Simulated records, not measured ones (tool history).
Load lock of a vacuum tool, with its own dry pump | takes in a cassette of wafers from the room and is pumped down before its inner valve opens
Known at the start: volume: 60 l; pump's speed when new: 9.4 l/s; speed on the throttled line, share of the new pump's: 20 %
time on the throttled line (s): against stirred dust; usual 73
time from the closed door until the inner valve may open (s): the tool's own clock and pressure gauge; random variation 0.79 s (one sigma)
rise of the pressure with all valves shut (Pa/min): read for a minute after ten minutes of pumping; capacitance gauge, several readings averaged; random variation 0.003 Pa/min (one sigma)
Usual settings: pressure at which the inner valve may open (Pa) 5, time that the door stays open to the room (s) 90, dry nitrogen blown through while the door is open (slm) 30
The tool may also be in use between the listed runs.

| run | day | time on the throttled line (s) | pressure at which the inner valve may open (Pa) | time that the door stays open to the room (s) | dry nitrogen blown through while the door is open (slm) | incoming humidity of the room's air, % | time from the closed door until the inner valve may open (s) | rise of the pressure with all valves shut (Pa/min) |
|---|---|---|---|---|---|---|---|---|
| 1 | 0.000 | 73 | 5 | 90 | 30 | 46.1 | 127.6 | 0.053 |
| 2 | 4.050 | 73 | 5 | 90 | 30 | 45.9 | 126.5 | 0.047 |
| 3 | 12.742 | 73 | 5 | 90 | 30 | 44.9 | 126.9 | 0.048 |
| 4 | 17.975 | 73 | 5 | 90 | 30 | 43.5 | 128.2 | 0.051 |
| 5 | 24.158 | 73 | 5 | 90 | 30 | 44.0 | 126.6 | 0.051 |
| 6 | 32.408 | 73 | 5 | 90 | 30 | 48.3 | 127.9 | 0.052 |
| 7 | 40.462 | 73 | 5 | 90 | 30 | 42.8 | 128.2 | 0.054 |
| 8 | 47.608 | 73 | 5 | 90 | 30 | 43.4 | 127.4 | 0.053 |
| 9 | 51.729 | 73 | 5 | 90 | 30 | 42.1 | 126.0 | 0.059 |
| 10 | 56.875 | 73 | 5 | 90 | 30 | 46.2 | 127.9 | 0.055 |
| 11 | 65.754 | 73 | 5 | 90 | 30 | 46.0 | 127.7 | 0.057 |
| 12 | 71.996 | 56 | 5 | 90 | 30 | 46.2 | 116.3 | 0.058 |
| 13 | 80.404 | 56 | 5 | 90 | 30 | 45.3 | 115.8 | 0.054 |
| 14 | 88.812 | 56 | 5 | 90 | 30 | 45.0 | 116.1 | 0.052 |
| 15 | 96.600 | 73 | 5 | 90 | 30 | 46.9 | 128.0 | 0.063 |
| 16 | 100.604 | 73 | 5 | 90 | 30 | 39.8 | 130.6 | 0.051 |
| 17 | 105.183 | 131 | 5 | 60 | 14 | 44.4 | 174.4 | 0.068 |
| 18 | 114.046 | 37 | 7 | 94 | 39 | 47.6 | 97.7 | 0.059 |
| 19 | 122.521 | 135 | 8 | 41 | 4 | 45.2 | 173.3 | 0.077 |
| 20 | 129.221 | 39 | 7 | 41 | 16 | 44.6 | 100.6 | 0.066 |
| 21 | 133.917 | 73 | 5 | 180 | 16 | 46.4 | 128.2 | 0.072 |
| 22 | 139.425 | 73 | 5 | 180 | 16 | 40.9 | 129.8 | 0.070 |
| 23 | 146.496 | 73 | 5 | 180 | 16 | 44.9 | 129.7 | 0.078 |
| 24 | 151.754 | 131 | 5 | 42 | 30 | 47.1 | 173.3 | 0.061 |
| 25 | 159.525 | 41 | 5 | 45 | 9 | 49.8 | 104.4 | 0.074 |
| 26 | 163.333 | 41 | 5 | 45 | 9 | 38.9 | 103.5 | 0.069 |
| 27 | 168.896 | 41 | 5 | 236 | 7 | 44.1 | 105.0 | 0.093 |
| 28 | 178.008 | 41 | 5 | 236 | 7 | 44.7 | 106.0 | 0.093 |
| 29 | 185.042 | 41 | 5 | 236 | 7 | 41.6 | 106.3 | 0.093 |
| 30 | 189.100 | 68 | 7 | 190 | 20 | 44.1 | 123.3 | 0.080 |

Hidden state or all else? Some run-to-run changes of time from the closed door until the inner valve may open (s), split into what the settings, what came in and random variation would give without the hidden state, and what is left for the hidden state (with any gauge scatter that isn't in both results):
The hidden state here: pump's speed, % of a new pump's; leak at the door's seal, Pa l/s; drift of the gauge itself on ready_s, %; drift of the gauge itself on rise_pa_min, %.
Run 17 -> 18: time on the throttled line (s) 131 -> 37, pressure at which the inner valve may open (Pa) 5 -> 7, time that the door stays open to the room (s) 60 -> 94, dry nitrogen blown through while the door is open (slm) 14 -> 39. time from the closed door until the inner valve may open (s) -76.7: hidden state +2.3, all else -79.0.
Run 18 -> 19: time on the throttled line (s) 37 -> 135, pressure at which the inner valve may open (Pa) 7 -> 8, time that the door stays open to the room (s) 94 -> 41, dry nitrogen blown through while the door is open (slm) 39 -> 4. time from the closed door until the inner valve may open (s) +75.6: hidden state -2.5, all else +78.1.
Run 19 -> 20: time on the throttled line (s) 135 -> 39, pressure at which the inner valve may open (Pa) 8 -> 7, dry nitrogen blown through while the door is open (slm) 4 -> 16. time from the closed door until the inner valve may open (s) -72.7: hidden state +2.8, all else -75.5.
Run 24 -> 25: time on the throttled line (s) 131 -> 41, time that the door stays open to the room (s) 42 -> 45, dry nitrogen blown through while the door is open (slm) 30 -> 9. time from the closed door until the inner valve may open (s) -68.9: hidden state +2.7, all else -71.6.
